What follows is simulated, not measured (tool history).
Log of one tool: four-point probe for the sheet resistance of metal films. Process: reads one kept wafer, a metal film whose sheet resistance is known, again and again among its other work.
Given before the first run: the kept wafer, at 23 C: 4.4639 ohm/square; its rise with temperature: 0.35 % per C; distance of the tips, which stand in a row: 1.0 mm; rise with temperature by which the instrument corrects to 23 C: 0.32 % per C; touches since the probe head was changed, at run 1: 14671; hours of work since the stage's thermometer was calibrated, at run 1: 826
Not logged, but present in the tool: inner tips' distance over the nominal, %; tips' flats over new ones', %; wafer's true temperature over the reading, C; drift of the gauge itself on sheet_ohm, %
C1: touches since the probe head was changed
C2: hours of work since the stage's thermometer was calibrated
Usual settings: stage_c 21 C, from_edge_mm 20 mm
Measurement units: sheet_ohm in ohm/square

run 1 day=0 | stage_c=21 from_edge_mm=20 | C1=14671 C2=826 | sheet_ohm=4.460895
run 2 day=1.471 | stage_c=21 from_edge_mm=20 | C1=16175 C2=847 | sheet_ohm=4.462944
run 3 day=3.029 | stage_c=21 from_edge_mm=20 | C1=17768 C2=869 | sheet_ohm=4.462605
run 4 day=4.354 | stage_c=21 from_edge_mm=20 | C1=19121 C2=887 | sheet_ohm=4.462609
run 5 day=5.792 | stage_c=21 from_edge_mm=20 | C1=20593 C2=907 | sheet_ohm=4.463199
run 6 day=7.221 | stage_c=21 from_edge_mm=20 | C1=22051 C2=927 | sheet_ohm=4.463397
run 7 day=8.188 | stage_c=21 from_edge_mm=20 | C1=23041 C2=940 | sheet_ohm=4.46164
run 8 day=9.292 | stage_c=21 from_edge_mm=20 | C1=24170 C2=956 | sheet_ohm=4.46416
run 9 day=10.167 | stage_c=21 from_edge_mm=20 | C1=25065 C2=968 | sheet_ohm=4.462694
run 10 day=11.254 | stage_c=21 from_edge_mm=20 | C1=26178 C2=983 | sheet_ohm=4.464631
run 11 day=12.204 | stage_c=21 from_edge_mm=20 | C1=27147 C2=996 | sheet_ohm=4.464862
run 12 day=13.775 | stage_c=21 from_edge_mm=20 | C1=28755 C2=1018 | sheet_ohm=4.464612
run 13 day=15.308 | stage_c=21 from_edge_mm=20 | C1=30324 C2=1040 | sheet_ohm=4.465632
run 14 day=17.017 | stage_c=34 from_edge_mm=35 | C1=32069 C2=1064 | sheet_ohm=4.477519
run 15 day=17.804 | stage_c=34 from_edge_mm=35 | C1=32872 C2=1074 | sheet_ohm=4.476125
run 16 day=19 | stage_c=24 from_edge_mm=8 | C1=34095 C2=1091 | sheet_ohm=4.500449
-- day=19.1 stage's thermometer calibrated
run 17 day=20.65 | stage_c=24 from_edge_mm=61 | C1=35764 C2=22 | sheet_ohm=4.463723
run 18 day=22.217 | stage_c=25 from_edge_mm=12 | C1=37364 C2=43 | sheet_ohm=4.482125
run 19 day=23.442 | stage_c=23 from_edge_mm=9 | C1=38618 C2=61 | sheet_ohm=4.493937
run 20 day=25.012 | stage_c=23 from_edge_mm=9 | C1=40221 C2=82 | sheet_ohm=4.49305
run 21 day=26.508 | stage_c=23 from_edge_mm=9 | C1=41754 C2=103 | sheet_ohm=4.495152
run 22 day=27.712 | stage_c=23 from_edge_mm=9 | C1=42984 C2=120 | sheet_ohm=4.4935
run 23 day=29.346 | stage_c=23 from_edge_mm=9 | C1=44651 C2=143 | sheet_ohm=4.493162

Forecast each of these 3 alternatives for the next run:
run A day=30.125 | stage_c=31 from_edge_mm=29 | C1=45447 C2=154 | sheet_ohm=?
run B day=30.125 | stage_c=34 from_edge_mm=3 | C1=45447 C2=154 | sheet_ohm=?
run C day=30.125 | stage_c=28 from_edge_mm=61 | C1=45447 C2=154 | sheet_ohm=?

run=A sheet_ohm=4.477102
run=B sheet_ohm=4.730237
run=C sheet_ohm=4.471254
Without the tool's hidden state the same runs would have given:
run=A sheet_ohm=4.475669
run=B sheet_ohm=4.72871
run=C sheet_ohm=4.469859
